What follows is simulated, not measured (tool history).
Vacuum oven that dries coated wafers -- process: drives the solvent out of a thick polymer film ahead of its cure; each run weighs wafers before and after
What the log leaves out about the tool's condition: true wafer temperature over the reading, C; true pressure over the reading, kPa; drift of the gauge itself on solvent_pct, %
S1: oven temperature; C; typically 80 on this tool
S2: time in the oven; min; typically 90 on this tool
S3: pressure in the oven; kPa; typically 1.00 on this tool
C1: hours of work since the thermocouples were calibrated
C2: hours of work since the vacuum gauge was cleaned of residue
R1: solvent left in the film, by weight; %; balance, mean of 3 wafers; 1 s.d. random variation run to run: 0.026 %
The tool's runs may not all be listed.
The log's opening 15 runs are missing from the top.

run,hour,S1,S2,S3,C1,C2,R1
16,1015.9,80,90,0.91,591,591,2.29
17,1099.4,80,90,1.00,626,626,2.28
18,1164.7,80,61,1.00,654,654,3.91
19,1206.1,80,61,1.00,671,671,3.88
20,1259.2,80,61,1.00,694,694,3.83
21,1322.5,80,61,1.00,720,720,3.86
22,1363.7,80,103,1.00,738,738,1.88
23,1405.3,80,103,1.00,755,755,1.85
24,1458.2,89,115,1.00,778,778,0.40
25,1534.4,80,111,1.00,810,810,1.60
26,1608.7,82,111,1.00,841,841,1.26
27,1657.8,80,79,1.56,862,862,2.97
# hour 1667.9: oven's thermocouples calibrated
28,1721.3,80,89,1.20,23,888,2.69
29,1776.6,80,89,1.20,46,912,2.69
30,1817.8,80,89,1.20,63,929,2.70
31,1896.8,80,127,1.20,97,962,1.62
32,1942.0,67,84,0.77,116,982,7.67
33,2002.6,67,84,0.77,142,1007,7.65
34,2091.2,66,84,2.35,179,1045,8.71
35,2158.6,66,84,2.35,208,1073,8.68
36,2205.4,80,84,1.11,227,1093,2.82
37,2268.7,80,136,1.00,254,1120,1.29
38,2350.0,71,88,1.00,288,1154,5.97
39,2424.0,77,90,1.00,320,1185,3.57

Predict each of these 5 candidate next runs independently; none follows another, all start after run 39:
A,2472.1,91,90,1.00,340,1206,?
B,2472.1,89,45,1.72,340,1206,?
C,2472.1,88,65,1.00,340,1206,?
D,2472.1,78,90,1.00,340,1206,?
E,2472.1,80,117,1.00,340,1206,?

run,R1
A,0.56
B,2.56
C,1.47
D,3.18
E,1.66
Without the tool's unlogged condition, the same runs would have read:
run,R1
A,0.51
B,2.58
C,1.47
D,3.19
E,1.63

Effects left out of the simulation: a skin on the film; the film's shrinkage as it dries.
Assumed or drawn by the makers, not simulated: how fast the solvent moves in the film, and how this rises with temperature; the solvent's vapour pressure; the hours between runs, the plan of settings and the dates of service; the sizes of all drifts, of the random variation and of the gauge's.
